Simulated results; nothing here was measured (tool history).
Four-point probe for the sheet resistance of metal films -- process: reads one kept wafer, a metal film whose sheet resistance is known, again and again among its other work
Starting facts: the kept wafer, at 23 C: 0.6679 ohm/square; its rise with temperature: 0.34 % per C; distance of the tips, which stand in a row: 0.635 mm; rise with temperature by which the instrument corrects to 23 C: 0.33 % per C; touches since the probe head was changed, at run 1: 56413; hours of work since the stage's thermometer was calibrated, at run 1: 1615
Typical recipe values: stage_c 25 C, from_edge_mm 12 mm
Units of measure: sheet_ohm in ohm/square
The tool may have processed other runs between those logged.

run	hour	stage_c	from_edge_mm	touches since the probe head was changed	hours of work since the stage's thermometer was calibrated	sheet_ohm
1	0	25	12	56413	1615	0.66878
2	89.5	30	12	57886	1669	0.668993
3	180.2	30	12	59380	1724	0.668858
# hour 224.1: new probe head fitted
4	253.8	30	12	488	1768	0.669026
5	347.9	30	12	2038	1825	0.669131
6	427.9	30	12	3354	1874	0.669035
7	492.4	30	12	4416	1913	0.669176
8	576.5	34	12	5800	1964	0.669204
9	663.2	34	4	7227	2016	0.677053
10	736.9	28	13	8440	2061	0.668846
11	796.9	28	28	9429	2097	0.66832
12	846	33	4	10236	2127	0.677095
13	917	26	7	11404	2170	0.670883
14	978.3	25	7	12413	2207	0.670836
15	1031.3	27	7	13286	2239	0.670832

Here are 3 independent what-if runs from the current tool condition. What would each one return?
A	1074.7	29	5	14000	2265	?
B	1074.7	22	3	14000	2265	?
C	1074.7	30	59	14000	2265	?

run	sheet_ohm
A	0.673756
B	0.683255
C	0.668047
With no hidden state in the tool, these same runs would have given:
run	sheet_ohm
A	0.673814
B	0.683314
C	0.668105
